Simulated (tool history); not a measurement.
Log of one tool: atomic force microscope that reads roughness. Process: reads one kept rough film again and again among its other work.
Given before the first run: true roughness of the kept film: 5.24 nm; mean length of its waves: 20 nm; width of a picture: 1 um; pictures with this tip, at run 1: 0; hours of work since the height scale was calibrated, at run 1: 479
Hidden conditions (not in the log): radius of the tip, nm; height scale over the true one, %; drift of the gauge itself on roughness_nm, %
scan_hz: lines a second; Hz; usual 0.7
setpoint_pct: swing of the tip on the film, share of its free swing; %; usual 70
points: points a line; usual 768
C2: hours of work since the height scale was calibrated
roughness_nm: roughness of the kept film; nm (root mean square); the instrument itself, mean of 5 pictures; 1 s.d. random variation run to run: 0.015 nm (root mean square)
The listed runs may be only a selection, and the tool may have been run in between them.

{"run": 1, "hour": 0.0, "scan_hz": 0.7, "setpoint_pct": 70, "points": 768, "pictures with this tip": 0, "C2": 479, "roughness_nm": 3.717}
{"run": 2, "hour": 83.6, "scan_hz": 0.7, "setpoint_pct": 70, "points": 768, "pictures with this tip": 201, "C2": 544, "roughness_nm": 2.373}
{"hour": 137.9, "done": "new tip fitted"}
{"run": 3, "hour": 157.7, "scan_hz": 0.7, "setpoint_pct": 70, "points": 768, "pictures with this tip": 47, "C2": 602, "roughness_nm": 3.159}
{"run": 4, "hour": 242.7, "scan_hz": 0.7, "setpoint_pct": 70, "points": 768, "pictures with this tip": 252, "C2": 668, "roughness_nm": 2.128}
{"hour": 275.5, "done": "new tip fitted"}
{"run": 5, "hour": 286.5, "scan_hz": 0.7, "setpoint_pct": 85, "points": 768, "pictures with this tip": 27, "C2": 702, "roughness_nm": 3.343}
{"run": 6, "hour": 360.8, "scan_hz": 0.7, "setpoint_pct": 85, "points": 768, "pictures with this tip": 206, "C2": 760, "roughness_nm": 2.296}
{"hour": 412.0, "done": "new tip fitted"}
{"run": 7, "hour": 430.8, "scan_hz": 0.7, "setpoint_pct": 74, "points": 768, "pictures with this tip": 45, "C2": 814, "roughness_nm": 3.209}
{"run": 8, "hour": 487.7, "scan_hz": 0.7, "setpoint_pct": 74, "points": 768, "pictures with this tip": 182, "C2": 858, "roughness_nm": 2.418}
{"hour": 550.0, "done": "new tip fitted"}
{"run": 9, "hour": 563.2, "scan_hz": 0.7, "setpoint_pct": 70, "points": 265, "pictures with this tip": 32, "C2": 917, "roughness_nm": 3.262}
{"run": 10, "hour": 603.3, "scan_hz": 0.7, "setpoint_pct": 66, "points": 265, "pictures with this tip": 128, "C2": 948, "roughness_nm": 2.584}
{"run": 11, "hour": 644.7, "scan_hz": 3.556, "setpoint_pct": 66, "points": 265, "pictures with this tip": 228, "C2": 980, "roughness_nm": 1.989}
{"hour": 690.3, "done": "new tip fitted"}
{"run": 12, "hour": 722.8, "scan_hz": 3.556, "setpoint_pct": 66, "points": 265, "pictures with this tip": 78, "C2": 1040, "roughness_nm": 2.753}
{"run": 13, "hour": 793.4, "scan_hz": 0.7, "setpoint_pct": 86, "points": 768, "pictures with this tip": 248, "C2": 1096, "roughness_nm": 2.177}
{"hour": 827.2, "done": "new tip fitted"}
{"run": 14, "hour": 876.4, "scan_hz": 0.7, "setpoint_pct": 86, "points": 768, "pictures with this tip": 118, "C2": 1160, "roughness_nm": 2.649}
{"run": 15, "hour": 942.8, "scan_hz": 0.7, "setpoint_pct": 66, "points": 768, "pictures with this tip": 278, "C2": 1212, "roughness_nm": 2.089}
{"hour": 967.0, "done": "new tip fitted"}
{"run": 16, "hour": 1014.2, "scan_hz": 0.7, "setpoint_pct": 87, "points": 867, "pictures with this tip": 113, "C2": 1267, "roughness_nm": 2.686}
{"run": 17, "hour": 1064.2, "scan_hz": 3.545, "setpoint_pct": 72, "points": 482, "pictures with this tip": 234, "C2": 1306, "roughness_nm": 1.974}
{"hour": 1106.5, "done": "new tip fitted"}
{"run": 18, "hour": 1130.0, "scan_hz": 1.597, "setpoint_pct": 70, "points": 988, "pictures with this tip": 57, "C2": 1357, "roughness_nm": 2.995}
{"run": 19, "hour": 1184.7, "scan_hz": 0.7, "setpoint_pct": 75, "points": 443, "pictures with this tip": 189, "C2": 1399, "roughness_nm": 2.323}
{"hour": 1247.6, "done": "new tip fitted"}
{"run": 20, "hour": 1250.4, "scan_hz": 0.7, "setpoint_pct": 62, "points": 418, "pictures with this tip": 6, "C2": 1450, "roughness_nm": 3.621}
{"run": 21, "hour": 1317.7, "scan_hz": 1.018, "setpoint_pct": 75, "points": 730, "pictures with this tip": 168, "C2": 1502, "roughness_nm": 2.438}
{"run": 22, "hour": 1360.5, "scan_hz": 1.764, "setpoint_pct": 77, "points": 506, "pictures with this tip": 271, "C2": 1536, "roughness_nm": 1.958}
{"hour": 1385.5, "done": "new tip fitted"}
{"run": 23, "hour": 1395.9, "scan_hz": 0.993, "setpoint_pct": 57, "points": 768, "pictures with this tip": 25, "C2": 1563, "roughness_nm": 3.454}
{"run": 24, "hour": 1464.4, "scan_hz": 0.993, "setpoint_pct": 57, "points": 768, "pictures with this tip": 190, "C2": 1616, "roughness_nm": 2.424}
{"hour": 1525.0, "done": "new tip fitted"}
{"run": 25, "hour": 1536.2, "scan_hz": 3.193, "setpoint_pct": 69, "points": 768, "pictures with this tip": 26, "C2": 1672, "roughness_nm": 3.138}
{"run": 26, "hour": 1618.8, "scan_hz": 0.7, "setpoint_pct": 75, "points": 873, "pictures with this tip": 225, "C2": 1736, "roughness_nm": 2.233}
{"run": 27, "hour": 1654.3, "scan_hz": 1.07, "setpoint_pct": 70, "points": 768, "pictures with this tip": 311, "C2": 1764, "roughness_nm": 1.9}

4 options for the next run, each taken on its own from the tool as it stands now. Forecast them:
{"hour": 1667.8, "done": "new tip fitted"}
{"run": "A", "hour": 1728.8, "scan_hz": 2.842, "setpoint_pct": 87, "points": 545, "pictures with this tip": 147, "C2": 1822, "roughness_nm": "?"}
{"hour": 1667.8, "done": "new tip fitted"}
{"run": "B", "hour": 1728.8, "scan_hz": 2.023, "setpoint_pct": 63, "points": 504, "pictures with this tip": 147, "C2": 1822, "roughness_nm": "?"}
{"hour": 1667.8, "done": "new tip fitted"}
{"run": "C", "hour": 1728.8, "scan_hz": 3.14, "setpoint_pct": 70, "points": 768, "pictures with this tip": 147, "C2": 1822, "roughness_nm": "?"}
{"hour": 1667.8, "done": "new tip fitted"}
{"run": "D", "hour": 1728.8, "scan_hz": 1.07, "setpoint_pct": 70, "points": 355, "pictures with this tip": 147, "C2": 1822, "roughness_nm": "?"}

run=A roughness_nm=2.133
run=B roughness_nm=2.496
run=C roughness_nm=2.363
run=D roughness_nm=2.495
Take away the tool's hidden state, keep each run's random variation, and the runs would have read:
run=A roughness_nm=3.104
run=B roughness_nm=3.636
run=C roughness_nm=3.443
run=D roughness_nm=3.634
